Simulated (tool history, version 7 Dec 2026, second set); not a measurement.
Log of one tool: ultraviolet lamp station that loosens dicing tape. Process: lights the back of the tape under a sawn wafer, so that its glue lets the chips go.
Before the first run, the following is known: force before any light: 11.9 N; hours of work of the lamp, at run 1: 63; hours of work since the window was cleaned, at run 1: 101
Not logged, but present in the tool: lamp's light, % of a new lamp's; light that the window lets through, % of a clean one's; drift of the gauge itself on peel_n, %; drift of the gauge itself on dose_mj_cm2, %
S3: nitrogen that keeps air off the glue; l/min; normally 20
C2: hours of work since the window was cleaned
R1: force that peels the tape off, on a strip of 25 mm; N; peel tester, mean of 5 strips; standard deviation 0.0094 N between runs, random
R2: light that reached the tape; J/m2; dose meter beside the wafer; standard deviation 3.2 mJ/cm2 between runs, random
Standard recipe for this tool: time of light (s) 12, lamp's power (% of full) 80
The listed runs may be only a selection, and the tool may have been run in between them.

Run 1, hour 0: usual settings; hours of work of the lamp 63; C2 101. Result: R1 0.453 N, R2 4750 J/m2.
Run 2, hour 13.5: usual settings; hours of work of the lamp 70; C2 107. Result: R1 0.454 N, R2 4720 J/m2.
Run 3, hour 27.1: usual settings but S3 16 l/min; hours of work of the lamp 77; C2 114. Result: R1 0.536 N, R2 4740 J/m2.
Run 4, hour 35.5: usual settings but S3 16 l/min; hours of work of the lamp 81; C2 119. Result: R1 0.536 N, R2 4740 J/m2.
Run 5, hour 49.7: usual settings but S3 16 l/min; hours of work of the lamp 88; C2 126. Result: R1 0.527 N, R2 4590 J/m2.
Run 6, hour 66.8: usual settings but S3 16 l/min; hours of work of the lamp 97; C2 135. Result: R1 0.555 N, R2 4630 J/m2.
Run 7, hour 79: usual settings but S3 16 l/min; hours of work of the lamp 103; C2 141. Result: R1 0.54 N, R2 4620 J/m2.
Run 8, hour 92.8: usual settings; hours of work of the lamp 110; C2 148. Result: R1 0.488 N, R2 4540 J/m2.
Run 9, hour 102.5: usual settings; hours of work of the lamp 115; C2 153. Result: R1 0.478 N, R2 4580 J/m2.
Run 10, hour 113.9: usual settings; hours of work of the lamp 121; C2 159. Result: R1 0.508 N, R2 4470 J/m2.
Run 11, hour 122.7: usual settings; hours of work of the lamp 125; C2 163. Result: R1 0.488 N, R2 4520 J/m2.
Run 12, hour 134.8: usual settings; hours of work of the lamp 132; C2 170. Result: R1 0.495 N, R2 4460 J/m2.
Run 13, hour 144.4: usual settings; hours of work of the lamp 137; C2 175. Result: R1 0.514 N, R2 4470 J/m2.
Run 14, hour 157.8: usual settings; hours of work of the lamp 143; C2 181. Result: R1 0.511 N, R2 4450 J/m2.
Run 15, hour 176.2: usual settings but S3 10 l/min; hours of work of the lamp 153; C2 191. Result: R1 0.763 N, R2 4380 J/m2.
Run 16, hour 186.8: usual settings but S3 10 l/min; hours of work of the lamp 158; C2 196. Result: R1 0.805 N, R2 4380 J/m2.
Run 17, hour 201.2: usual settings; hours of work of the lamp 166; C2 204. Result: R1 0.53 N, R2 4340 J/m2.
Run 18, hour 211.7: usual settings but S3 14 l/min; hours of work of the lamp 171; C2 209. Result: R1 0.646 N, R2 4360 J/m2.
Run 19, hour 224.9: usual settings but S3 14 l/min; hours of work of the lamp 178; C2 216. Result: R1 0.673 N, R2 4280 J/m2.
Run 20, hour 242.2: usual settings but lamp's power (% of full) 72; hours of work of the lamp 187; C2 225. Result: R1 0.692 N, R2 3870 J/m2.
Run 21, hour 254.7: usual settings but lamp's power (% of full) 72; hours of work of the lamp 193; C2 231. Result: R1 0.668 N, R2 3810 J/m2.
Run 22, hour 270.3: usual settings but lamp's power (% of full) 72; hours of work of the lamp 201; C2 239. Result: R1 0.714 N, R2 3810 J/m2.
Run 23, hour 282.8: usual settings but time of light (s) 7, lamp's power (% of full) 90, S3 17 l/min; hours of work of the lamp 207; C2 245. Result: R1 1.5 N, R2 2740 J/m2.
Run 24, hour 297.5: usual settings but time of light (s) 7, lamp's power (% of full) 90, S3 17 l/min; hours of work of the lamp 215; C2 253. Result: R1 1.509 N, R2 2730 J/m2.
Run 25, hour 314.5: usual settings but lamp's power (% of full) 69; hours of work of the lamp 224; C2 262. Result: R1 0.796 N, R2 3560 J/m2.
Run 26, hour 326.1: usual settings but time of light (s) 23, lamp's power (% of full) 94, S3 8 l/min; hours of work of the lamp 230; C2 268. Result: R1 0.267 N, R2 9200 J/m2.
Run 27, hour 340.5: usual settings but time of light (s) 11, lamp's power (% of full) 72, S3 9 l/min; hours of work of the lamp 237; C2 275. Result: R1 1.437 N, R2 3300 J/m2.
Run 28, hour 348.5: usual settings but time of light (s) 11, lamp's power (% of full) 72, S3 9 l/min; hours of work of the lamp 241; C2 279. Result: R1 1.462 N, R2 3370 J/m2.
Run 29, hour 361.9: usual settings but time of light (s) 11, lamp's power (% of full) 72, S3 9 l/min; hours of work of the lamp 248; C2 286. Result: R1 1.515 N, R2 3320 J/m2.
Run 30, hour 374.3: usual settings but S3 8 l/min; hours of work of the lamp 254; C2 292. Result: R1 1.091 N, R2 4020 J/m2.
Run 31, hour 386.2: usual settings but S3 8 l/min; hours of work of the lamp 260; C2 298. Result: R1 1.119 N, R2 3950 J/m2.
Run 32, hour 399.9: usual settings but S3 36 l/min; hours of work of the lamp 267; C2 305. Result: R1 0.492 N, R2 4000 J/m2.
Run 33, hour 418.4: usual settings but time of light (s) 15, lamp's power (% of full) 95, S3 27 l/min; hours of work of the lamp 277; C2 315. Result: R1 0.301 N, R2 5820 J/m2.
Run 34, hour 431.4: usual settings but time of light (s) 16, lamp's power (% of full) 72, S3 6 l/min; hours of work of the lamp 284; C2 321. Result: R1 0.964 N, R2 4620 J/m2.
Run 35, hour 444.6: usual settings but time of light (s) 14, lamp's power (% of full) 98; hours of work of the lamp 290; C2 328. Result: R1 0.345 N, R2 5490 J/m2.
Run 36, hour 459.8: usual settings but time of light (s) 8, lamp's power (% of full) 75; hours of work of the lamp 298; C2 336. Result: R1 1.779 N, R2 2420 J/m2.
Run 37, hour 475.5: usual settings but time of light (s) 8, lamp's power (% of full) 75; hours of work of the lamp 306; C2 344. Result: R1 1.847 N, R2 2360 J/m2.
Run 38, hour 489.4: usual settings but time of light (s) 8, lamp's power (% of full) 75, S3 11 l/min; hours of work of the lamp 313; C2 351. Result: R1 2.393 N, R2 2410 J/m2.
Run 39, hour 497: usual settings but lamp's power (% of full) 67, S3 13 l/min; hours of work of the lamp 317; C2 355. Result: R1 1.329 N, R2 3170 J/m2.
Run 40, hour 510.3: usual settings but time of light (s) 7, lamp's power (% of full) 88, S3 9 l/min; hours of work of the lamp 324; C2 362. Result: R1 2.558 N, R2 2370 J/m2.
Run 41, hour 520.6: usual settings but time of light (s) 7, lamp's power (% of full) 88, S3 19 l/min; hours of work of the lamp 329; C2 367. Result: R1 1.826 N, R2 2370 J/m2.
Run 42, hour 534.1: usual settings but time of light (s) 7, lamp's power (% of full) 88, S3 19 l/min; hours of work of the lamp 336; C2 374. Result: R1 1.88 N, R2 2340 J/m2.
Run 43, hour 544.3: usual settings but time of light (s) 14, lamp's power (% of full) 93; hours of work of the lamp 341; C2 379. Result: R1 0.429 N, R2 4910 J/m2.
Run 44, hour 558.4: usual settings but time of light (s) 23, S3 39 l/min; hours of work of the lamp 349; C2 386. Result: R1 0.265 N, R2 6880 J/m2.

What if the next run were any one of these 4? Each begins from the tool's condition after run 44:
Run A, hour 571.9: usual settings but time of light (s) 6, S3 39 l/min; hours of work of the lamp 355; C2 393. Result: R1 ?, R2 ?.
Run B, hour 571.9: usual settings but time of light (s) 6, S3 27 l/min; hours of work of the lamp 355; C2 393. Result: R1 ?, R2 ?.
Run C, hour 571.9: usual settings but time of light (s) 23, S3 8 l/min; hours of work of the lamp 355; C2 393. Result: R1 ?, R2 ?.
Run D, hour 571.9: usual settings but time of light (s) 9, lamp's power (% of full) 70, S3 30 l/min; hours of work of the lamp 355; C2 393. Result: R1 ?, R2 ?.

run     R1    R2
  A  2.233  1800
  B  2.424  1760
  C  0.385  6910
  D  1.535  2340
With the hidden condition removed and each run's random variation left untouched, the same runs would have given:
run     R1    R2
  A  1.203  2540
  B  1.347  2500
  C  0.273  9770
  D  0.761  3310

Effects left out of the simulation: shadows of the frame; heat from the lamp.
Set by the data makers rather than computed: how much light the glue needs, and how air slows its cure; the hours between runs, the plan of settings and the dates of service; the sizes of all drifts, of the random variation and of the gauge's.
